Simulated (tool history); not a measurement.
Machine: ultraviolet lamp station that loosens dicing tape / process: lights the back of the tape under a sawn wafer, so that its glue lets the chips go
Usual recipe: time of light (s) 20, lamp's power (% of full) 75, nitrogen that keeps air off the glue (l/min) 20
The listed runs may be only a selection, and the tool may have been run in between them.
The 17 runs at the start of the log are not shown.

run    hour  time of light (s)  lamp's power (% of full)  nitrogen that keeps air off the glue (l/min)  hours of work of the lamp  hours of work since the window was cleaned  force that peels the tape off (N)  light that reached the tape (J/m2)
 18   909.3                 13                        75                                            20                        274                                          54                              2.362                                2420
      945.6  -- window cleaned of glue's vapour, once more
 19   949.5                 13                        75                                            20                        290                                           2                              2.184                                2540
 20    1000                 20                        72                                            20                        312                                          23                              1.254                                3840
 21  1071.5                 20                        72                                            20                        342                                          53                              1.255                                3730
 22  1139.5                 30                        75                                            25                        371                                          82                              0.444                                5690
 23  1219.3                 30                        75                                            25                        404                                         116                              0.515                                5540
 24  1261.9                 20                        75                                            12                        422                                         134                              1.734                                3660
 25  1330.4                 16                        75                                            12                        451                                         163                               2.43                                2860
 26  1397.4                 20                        74                                             9                        480                                         191                              2.195                                3500
 27  1439.1                 20                        74                                             9                        497                                         208                              2.214                                3420
 28  1494.3                 25                        66                                            12                        520                                         232                              1.681                                3800
 29  1535.7                 25                        66                                            32                        538                                         249                              1.042                                3730
 30    1571                 15                        66                                             6                        553                                         264                              3.912                                2240
 31  1650.7                 15                        66                                             6                        587                                         298                              3.903                                2210
 32  1688.3                 15                        66                                            19                        602                                         314                              2.733                                2130
 33    1730                 15                        63                                            12                        620                                         331                              3.502                                2010
 34  1785.5                 15                        63                                            12                        643                                         355                               3.46                                1980
 35  1864.7                 14                        86                                             6                        677                                         388                              3.661                                2490
 36  1902.4                 39                        76                                             6                        693                                         404                              1.228                                5970
 37  1983.5                 37                        75                                            11                        727                                         438                              0.916                                5420
 38  2027.5                 26                        77                                            35                        746                                         457                              0.864                                3870
 39    2095                 26                        77                                            35                        774                                         485                              0.877                                3780
 40  2135.3                 13                        75                                            35                        791                                         502                              2.752                                1810
 41  2191.2                 17                        68                                            20                        815                                         526                              2.746                                2160
 42  2269.3                 35                        86                                            25                        848                                         559                              0.539                                5390

Each row is a separate what-if for the run after 42, all from the same tool condition, not one after another. Results?
     2343.2  -- window cleaned of glue's vapour
  A  2351.2                 14                        62                                            25                        882                                           3                                  ?                                   ?
     2343.2  -- window cleaned of glue's vapour
  B  2351.2                 35                        80                                            25                        882                                           3                                  ?                                   ?
     2343.2  -- window cleaned of glue's vapour
  C  2351.2                 15                        64                                            25                        882                                           3                                  ?                                   ?
     2343.2  -- window cleaned of glue's vapour
  D  2351.2                 19                        73                                            25                        882                                           3                                  ?                                   ?

run  force that peels the tape off (N)  light that reached the tape (J/m2)
  A                              3.206                                1640
  B                              0.583                                5220
  C                              3.043                                1810
  D                              1.951                                2600
Without the tool's hidden state the same runs would have given:
run  force that peels the tape off (N)  light that reached the tape (J/m2)
  A                              1.824                                2720
  B                              0.211                                8650
  C                              1.633                                2990
  D                              0.828                                4310
